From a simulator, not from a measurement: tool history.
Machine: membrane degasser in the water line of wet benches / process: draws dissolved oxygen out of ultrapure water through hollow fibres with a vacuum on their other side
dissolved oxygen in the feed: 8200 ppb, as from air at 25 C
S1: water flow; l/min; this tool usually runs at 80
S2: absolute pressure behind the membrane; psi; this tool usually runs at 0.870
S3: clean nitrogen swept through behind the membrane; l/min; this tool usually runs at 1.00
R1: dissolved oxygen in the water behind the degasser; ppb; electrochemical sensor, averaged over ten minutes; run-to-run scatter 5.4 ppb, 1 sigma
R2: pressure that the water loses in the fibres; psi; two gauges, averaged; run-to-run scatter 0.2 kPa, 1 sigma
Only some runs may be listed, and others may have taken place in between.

run,hour,S1,S2,S3,R1,R2
1,0.0,80,0.870,1.00,582.8,6.347
2,117.2,80,0.870,0.50,754.1,6.282
3,267.6,80,0.870,0.50,766.1,6.318
4,461.2,80,0.870,1.08,564.0,6.293
5,703.1,80,0.870,1.08,560.1,6.303
6,837.6,80,0.870,1.08,566.4,6.332
7,1083.7,80,0.870,1.08,569.8,6.387
8,1198.2,80,0.870,1.08,572.4,6.309
9,1311.2,80,0.870,1.08,581.7,6.325
10,1427.2,87,0.870,1.00,655.5,6.885
11,1612.8,80,0.870,1.00,595.9,6.386
12,1716.9,64,0.673,1.81,244.9,5.089
# hour 1730.9: vacuum gauge calibrated
13,1922.9,104,0.699,0.79,706.8,8.345
14,2114.1,80,0.745,1.00,494.8,6.421
15,2335.4,80,0.745,1.00,506.3,6.392
16,2556.3,116,0.877,0.73,1046.9,9.274
17,2795.5,80,0.599,2.56,310.5,6.463
18,3004.4,73,0.870,1.00,543.7,5.893
# hour 3140.4: vacuum gauge calibrated, once more
19,3140.4,80,1.717,0.89,1322.5,6.445
20,3326.9,80,1.717,0.89,1298.1,6.414
21,3538.7,80,2.065,1.19,1358.0,6.418

Consider 3 possible next runs. They are alternatives, not a sequence: every one starts from the tool as it was left by run 21. What does each give?
A,3779.4,65,0.870,1.00,?,?
B,3779.4,123,0.896,1.14,?,?
C,3779.4,77,2.160,2.10,?,?

run,R1,R2
A,461.4,5.223
B,997.2,9.939
C,994.8,6.258
Without the tool's unlogged condition, the same runs would have read:
run,R1,R2
A,422.9,4.888
B,903.7,9.301
C,949.9,5.858

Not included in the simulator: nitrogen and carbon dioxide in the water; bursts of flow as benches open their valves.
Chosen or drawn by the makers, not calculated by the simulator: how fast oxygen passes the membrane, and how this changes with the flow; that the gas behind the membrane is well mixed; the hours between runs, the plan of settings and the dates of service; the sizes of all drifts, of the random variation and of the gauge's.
